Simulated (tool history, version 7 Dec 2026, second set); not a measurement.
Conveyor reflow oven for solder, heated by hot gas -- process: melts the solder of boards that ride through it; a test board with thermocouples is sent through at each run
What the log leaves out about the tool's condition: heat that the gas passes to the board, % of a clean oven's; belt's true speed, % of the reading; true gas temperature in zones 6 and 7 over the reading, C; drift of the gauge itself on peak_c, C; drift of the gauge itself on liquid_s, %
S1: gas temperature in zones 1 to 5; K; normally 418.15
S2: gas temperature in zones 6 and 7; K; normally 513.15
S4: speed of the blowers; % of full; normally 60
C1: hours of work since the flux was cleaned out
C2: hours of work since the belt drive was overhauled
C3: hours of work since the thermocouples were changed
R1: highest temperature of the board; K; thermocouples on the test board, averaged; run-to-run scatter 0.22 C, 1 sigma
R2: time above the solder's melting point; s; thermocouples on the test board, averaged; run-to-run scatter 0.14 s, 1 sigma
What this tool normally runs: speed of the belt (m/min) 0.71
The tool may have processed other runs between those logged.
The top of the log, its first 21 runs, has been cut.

Run 22, day 16.271: usual settings but speed of the belt (m/min) 0.727, S4 79 % of full; C1 255; C2 977; C3 486. Result: R1 495.25 K, R2 41.2 s.
Run 23, day 17.212: usual settings but speed of the belt (m/min) 0.727, S4 79 % of full; C1 272; C2 993; C3 503. Result: R1 494.65 K, R2 41.3 s.
Run 24, day 18.167: usual settings but S1 425.15 K, S2 522.15 K, speed of the belt (m/min) 0.761, S4 79 % of full; C1 290; C2 1011; C3 520. Result: R1 501.95 K, R2 44.1 s.
Run 25, day 19.1: usual settings but S1 415.15 K, S2 511.15 K, speed of the belt (m/min) 0.638, S4 52 % of full; C1 306; C2 1028; C3 537. Result: R1 487.75 K, R2 41.3 s.
Run 26, day 20.033: usual settings but S1 415.15 K, S2 511.15 K, speed of the belt (m/min) 0.638, S4 52 % of full; C1 323; C2 1044; C3 554. Result: R1 487.85 K, R2 41.4 s.
Run 27, day 20.688: usual settings but speed of the belt (m/min) 0.84, S4 88 % of full; C1 335; C2 1056; C3 566. Result: R1 491.45 K, R2 34.1 s.
Run 28, day 21.533: usual settings but S1 412.15 K, speed of the belt (m/min) 0.709; C1 350; C2 1071; C3 581. Result: R1 487.75 K, R2 36.2 s.
Run 29, day 22.292: usual settings but S2 512.15 K, S4 79 % of full; C1 364; C2 1085; C3 595. Result: R1 494.15 K, R2 41.8 s.
Run 30, day 22.812: usual settings but S2 512.15 K, S4 79 % of full; C1 373; C2 1094; C3 604. Result: R1 494.25 K, R2 41.7 s.

Each row is a separate what-if for the run after 30, all from the same tool condition, not one after another. Results?
Run A, day 23.329: usual settings but S1 432.15 K, speed of the belt (m/min) 0.635; C1 383; C2 1104; C3 613. Result: R1 ?, R2 ?.
Run B, day 23.329: usual settings but S2 522.15 K, speed of the belt (m/min) 0.637, S4 76 % of full; C1 383; C2 1104; C3 613. Result: R1 ?, R2 ?.
Run C, day 23.329: usual settings but S1 430.15 K, S2 512.15 K, speed of the belt (m/min) 0.595, S4 79 % of full; C1 383; C2 1104; C3 613. Result: R1 ?, R2 ?.
Run D, day 23.329: usual settings but S1 430.15 K, S2 512.15 K, speed of the belt (m/min) 0.833, S4 79 % of full; C1 383; C2 1104; C3 613. Result: R1 ?, R2 ?.

run      R1    R2
  A  495.85  52.4
  B  505.55  51.9
  C  501.45  57.7
  D  490.85  36.7
The same runs, with their run-to-run variation unchanged, on a tool lacking any hidden condition would have given:
run      R1    R2
  A  498.35  52.8
  B  509.05  52.3
  C  504.05  57.7
  D  494.95  38.1
